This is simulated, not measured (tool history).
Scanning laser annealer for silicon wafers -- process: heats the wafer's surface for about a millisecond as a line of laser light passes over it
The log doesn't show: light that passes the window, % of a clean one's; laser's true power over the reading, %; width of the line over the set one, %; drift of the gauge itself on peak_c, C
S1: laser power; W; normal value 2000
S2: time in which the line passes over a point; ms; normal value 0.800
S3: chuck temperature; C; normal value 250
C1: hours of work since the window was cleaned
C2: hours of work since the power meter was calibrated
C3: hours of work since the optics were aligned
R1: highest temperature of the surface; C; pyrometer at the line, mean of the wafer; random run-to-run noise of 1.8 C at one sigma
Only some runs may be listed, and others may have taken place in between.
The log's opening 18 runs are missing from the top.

{"run": 19, "hour": 194.8, "S1": 2000, "S2": 0.8, "S3": 250, "C1": 363, "C2": 363, "C3": 552, "R1": 952}
{"run": 20, "hour": 202.7, "S1": 2000, "S2": 0.67, "S3": 250, "C1": 369, "C2": 369, "C3": 557, "R1": 888}
{"run": 21, "hour": 215.6, "S1": 2000, "S2": 0.67, "S3": 250, "C1": 377, "C2": 377, "C3": 566, "R1": 884}
{"run": 22, "hour": 228.0, "S1": 2000, "S2": 0.67, "S3": 250, "C1": 386, "C2": 386, "C3": 574, "R1": 890}
{"run": 23, "hour": 239.2, "S1": 2098, "S2": 0.713, "S3": 273, "C1": 393, "C2": 393, "C3": 582, "R1": 967}
{"run": 24, "hour": 249.5, "S1": 2024, "S2": 0.774, "S3": 213, "C1": 400, "C2": 400, "C3": 589, "R1": 910}
{"run": 25, "hour": 261.1, "S1": 2000, "S2": 0.579, "S3": 250, "C1": 408, "C2": 408, "C3": 597, "R1": 841}
{"run": 26, "hour": 273.9, "S1": 2000, "S2": 0.679, "S3": 267, "C1": 417, "C2": 417, "C3": 605, "R1": 909}
{"run": 27, "hour": 281.8, "S1": 1929, "S2": 0.679, "S3": 267, "C1": 422, "C2": 422, "C3": 611, "R1": 890}
{"run": 28, "hour": 294.3, "S1": 1929, "S2": 0.679, "S3": 267, "C1": 431, "C2": 431, "C3": 619, "R1": 888}
{"run": 29, "hour": 301.6, "S1": 2172, "S2": 0.684, "S3": 275, "C1": 436, "C2": 436, "C3": 624, "R1": 980}
{"run": 30, "hour": 308.7, "S1": 2172, "S2": 0.684, "S3": 275, "C1": 441, "C2": 441, "C3": 629, "R1": 976}
{"run": 31, "hour": 318.7, "S1": 2056, "S2": 0.948, "S3": 275, "C1": 448, "C2": 448, "C3": 636, "R1": 1066}
{"run": 32, "hour": 327.9, "S1": 2099, "S2": 0.899, "S3": 214, "C1": 454, "C2": 454, "C3": 642, "R1": 999}
{"run": 33, "hour": 339.1, "S1": 1732, "S2": 0.8, "S3": 254, "C1": 462, "C2": 462, "C3": 650, "R1": 859}
{"run": 34, "hour": 352.5, "S1": 1882, "S2": 0.757, "S3": 282, "C1": 471, "C2": 471, "C3": 659, "R1": 927}
{"run": 35, "hour": 363.7, "S1": 1882, "S2": 0.757, "S3": 282, "C1": 478, "C2": 478, "C3": 667, "R1": 924}
{"run": 36, "hour": 373.5, "S1": 1752, "S2": 0.633, "S3": 257, "C1": 485, "C2": 485, "C3": 673, "R1": 799}
{"run": 37, "hour": 380.8, "S1": 1944, "S2": 0.8, "S3": 250, "C1": 490, "C2": 490, "C3": 678, "R1": 932}
{"run": 38, "hour": 388.3, "S1": 1944, "S2": 0.8, "S3": 250, "C1": 495, "C2": 495, "C3": 683, "R1": 933}
{"run": 39, "hour": 397.4, "S1": 1944, "S2": 0.8, "S3": 250, "C1": 501, "C2": 501, "C3": 690, "R1": 933}
{"run": 40, "hour": 406.1, "S1": 1944, "S2": 0.8, "S3": 250, "C1": 507, "C2": 507, "C3": 696, "R1": 933}
{"run": 41, "hour": 417.9, "S1": 1944, "S2": 0.8, "S3": 250, "C1": 515, "C2": 515, "C3": 704, "R1": 930}

Here are 4 independent what-if runs from the current tool condition. What would each one return?
{"run": "A", "hour": 426.1, "S1": 2111, "S2": 0.8, "S3": 250, "C1": 521, "C2": 521, "C3": 709, "R1": "?"}
{"run": "B", "hour": 426.1, "S1": 1798, "S2": 0.857, "S3": 261, "C1": 521, "C2": 521, "C3": 709, "R1": "?"}
{"run": "C", "hour": 426.1, "S1": 1803, "S2": 0.88, "S3": 273, "C1": 521, "C2": 521, "C3": 709, "R1": "?"}
{"run": "D", "hour": 426.1, "S1": 1944, "S2": 0.8, "S3": 276, "C1": 521, "C2": 521, "C3": 709, "R1": "?"}

run=A R1=992
run=B R1=913
run=C R1=937
run=D R1=955
With no hidden state in the tool, these same runs would have given:
run=A R1=995
run=B R1=915
run=C R1=939
run=D R1=957
